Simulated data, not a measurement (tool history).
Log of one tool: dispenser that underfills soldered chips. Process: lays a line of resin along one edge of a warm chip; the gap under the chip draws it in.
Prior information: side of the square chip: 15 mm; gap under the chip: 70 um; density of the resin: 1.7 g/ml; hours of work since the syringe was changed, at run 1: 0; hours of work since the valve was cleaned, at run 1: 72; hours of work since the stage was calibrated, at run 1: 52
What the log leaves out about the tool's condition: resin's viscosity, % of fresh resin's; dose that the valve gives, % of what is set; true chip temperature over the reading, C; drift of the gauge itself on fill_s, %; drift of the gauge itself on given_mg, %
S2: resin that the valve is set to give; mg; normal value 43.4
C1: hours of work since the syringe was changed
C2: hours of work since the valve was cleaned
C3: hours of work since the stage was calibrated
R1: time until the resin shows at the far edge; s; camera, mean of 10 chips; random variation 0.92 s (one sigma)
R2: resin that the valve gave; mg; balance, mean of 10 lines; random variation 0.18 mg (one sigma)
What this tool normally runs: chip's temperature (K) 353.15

{"run": 1, "hour": 0.0, "chip's temperature (K)": 353.15, "S2": 43.4, "C1": 0, "C2": 72, "C3": 52, "R1": 89.4, "R2": 40.5}
{"hour": 9.6, "done": "new syringe of resin"}
{"run": 2, "hour": 15.1, "chip's temperature (K)": 353.15, "S2": 43.4, "C1": 4, "C2": 84, "C3": 63, "R1": 126.1, "R2": 40.35}
{"hour": 19.9, "done": "new syringe of resin"}
{"run": 3, "hour": 25.7, "chip's temperature (K)": 353.15, "S2": 43.4, "C1": 4, "C2": 91, "C3": 71, "R1": 129.5, "R2": 39.79}
{"hour": 29.6, "done": "new syringe of resin"}
{"run": 4, "hour": 32.2, "chip's temperature (K)": 353.15, "S2": 56.3, "C1": 2, "C2": 96, "C3": 76, "R1": 103.9, "R2": 51.53}
{"hour": 38.8, "done": "new syringe of resin"}
{"run": 5, "hour": 40.7, "chip's temperature (K)": 353.15, "S2": 43.4, "C1": 1, "C2": 102, "C3": 82, "R1": 103.9, "R2": 39.66}
{"hour": 42.7, "done": "dispensing valve cleaned and set on the balance"}
{"hour": 49.0, "done": "new syringe of resin"}
{"run": 6, "hour": 50.4, "chip's temperature (K)": 353.15, "S2": 43.4, "C1": 1, "C2": 6, "C3": 88, "R1": 97.7, "R2": 43.28}
{"hour": 58.8, "done": "new syringe of resin"}
{"run": 7, "hour": 64.8, "chip's temperature (K)": 353.15, "S2": 43.4, "C1": 5, "C2": 16, "C3": 99, "R1": 130.1, "R2": 42.64}
{"hour": 68.5, "done": "new syringe of resin"}
{"run": 8, "hour": 75.5, "chip's temperature (K)": 353.15, "S2": 43.4, "C1": 5, "C2": 24, "C3": 107, "R1": 139.5, "R2": 42.64}
{"hour": 77.6, "done": "new syringe of resin"}
{"hour": 87.0, "done": "new syringe of resin"}
{"run": 9, "hour": 88.8, "chip's temperature (K)": 353.15, "S2": 46.9, "C1": 1, "C2": 34, "C3": 117, "R1": 100.1, "R2": 45.57}
{"hour": 96.4, "done": "new syringe of resin"}
{"run": 10, "hour": 103.0, "chip's temperature (K)": 353.15, "S2": 46.9, "C1": 5, "C2": 44, "C3": 127, "R1": 135.6, "R2": 44.76}
{"hour": 106.0, "done": "new syringe of resin"}
{"run": 11, "hour": 112.6, "chip's temperature (K)": 353.15, "S2": 46.9, "C1": 5, "C2": 51, "C3": 134, "R1": 133.1, "R2": 44.69}
{"hour": 115.3, "done": "new syringe of resin"}
{"run": 12, "hour": 122.1, "chip's temperature (K)": 353.15, "S2": 50.6, "C1": 5, "C2": 58, "C3": 141, "R1": 142.0, "R2": 47.93}
{"hour": 125.3, "done": "new syringe of resin"}
{"hour": 134.9, "done": "new syringe of resin"}
{"run": 13, "hour": 135.1, "chip's temperature (K)": 353.15, "S2": 50.6, "C1": 0, "C2": 68, "C3": 151, "R1": 92.3, "R2": 47.74}
{"run": 14, "hour": 141.3, "chip's temperature (K)": 353.15, "S2": 50.6, "C1": 5, "C2": 73, "C3": 155, "R1": 138.0, "R2": 47.37}
{"hour": 144.9, "done": "new syringe of resin"}
{"run": 15, "hour": 152.1, "chip's temperature (K)": 359.15, "S2": 53.6, "C1": 5, "C2": 80, "C3": 163, "R1": 105.5, "R2": 49.79}
{"hour": 154.9, "done": "new syringe of resin"}
{"hour": 164.1, "done": "new syringe of resin"}
{"run": 16, "hour": 164.8, "chip's temperature (K)": 355.15, "S2": 55.7, "C1": 1, "C2": 90, "C3": 172, "R1": 88.3, "R2": 51.22}
{"hour": 173.4, "done": "new syringe of resin"}
{"run": 17, "hour": 178.5, "chip's temperature (K)": 357.15, "S2": 53.0, "C1": 4, "C2": 100, "C3": 183, "R1": 103.1, "R2": 48.16}
{"hour": 183.3, "done": "dispensing valve cleaned and set on the balance"}
{"hour": 184.2, "done": "new syringe of resin"}
{"run": 18, "hour": 185.9, "chip's temperature (K)": 353.15, "S2": 54.5, "C1": 1, "C2": 2, "C3": 187, "R1": 100.0, "R2": 53.95}
{"hour": 193.7, "done": "new syringe of resin"}
{"run": 19, "hour": 199.0, "chip's temperature (K)": 355.15, "S2": 45.8, "C1": 4, "C2": 11, "C3": 197, "R1": 115.3, "R2": 45.26}
{"hour": 204.0, "done": "new syringe of resin"}
{"hour": 213.3, "done": "new syringe of resin"}
{"run": 20, "hour": 213.5, "chip's temperature (K)": 346.15, "S2": 44.7, "C1": 0, "C2": 22, "C3": 207, "R1": 131.3, "R2": 43.56}
{"hour": 223.0, "done": "new syringe of resin"}
{"run": 21, "hour": 223.9, "chip's temperature (K)": 345.15, "S2": 39.8, "C1": 1, "C2": 30, "C3": 215, "R1": 148.5, "R2": 38.91}
{"hour": 232.2, "done": "new syringe of resin"}
{"run": 22, "hour": 238.7, "chip's temperature (K)": 363.15, "S2": 43.1, "C1": 5, "C2": 41, "C3": 226, "R1": 89.0, "R2": 41.77}
{"hour": 241.5, "done": "new syringe of resin"}
{"run": 23, "hour": 248.6, "chip's temperature (K)": 363.15, "S2": 43.1, "C1": 5, "C2": 48, "C3": 233, "R1": 92.8, "R2": 41.04}
{"hour": 251.6, "done": "new syringe of resin"}
{"hour": 261.6, "done": "new syringe of resin"}
{"run": 24, "hour": 261.6, "chip's temperature (K)": 344.15, "S2": 48.6, "C1": 0, "C2": 57, "C3": 243, "R1": 145.1, "R2": 46.45}
{"run": 25, "hour": 268.1, "chip's temperature (K)": 338.15, "S2": 48.6, "C1": 5, "C2": 62, "C3": 248, "R1": 301.1, "R2": 45.6}

Here are 3 independent what-if runs from the current tool condition. What would each one return?
{"hour": 271.6, "done": "new syringe of resin"}
{"hour": 280.7, "done": "new syringe of resin"}
{"run": "A", "hour": 283.0, "chip's temperature (K)": 353.15, "S2": 51.9, "C1": 2, "C2": 73, "C3": 259, "R1": "?", "R2": "?"}
{"hour": 271.6, "done": "new syringe of resin"}
{"hour": 280.7, "done": "new syringe of resin"}
{"run": "B", "hour": 283.0, "chip's temperature (K)": 338.15, "S2": 38.0, "C1": 2, "C2": 73, "C3": 259, "R1": "?", "R2": "?"}
{"hour": 271.6, "done": "new syringe of resin"}
{"hour": 280.7, "done": "new syringe of resin"}
{"run": "C", "hour": 283.0, "chip's temperature (K)": 351.15, "S2": 56.0, "C1": 2, "C2": 73, "C3": 259, "R1": "?", "R2": "?"}

run=A R1=107.4 R2=48.16
run=B R1=241.7 R2=35.50
run=C R1=119.3 R2=52.42
Without the tool's hidden state the same runs would have given:
run=A R1=86.3 R2=51.63
run=B R1=190.1 R2=38.07
run=C R1=95.9 R2=56.20

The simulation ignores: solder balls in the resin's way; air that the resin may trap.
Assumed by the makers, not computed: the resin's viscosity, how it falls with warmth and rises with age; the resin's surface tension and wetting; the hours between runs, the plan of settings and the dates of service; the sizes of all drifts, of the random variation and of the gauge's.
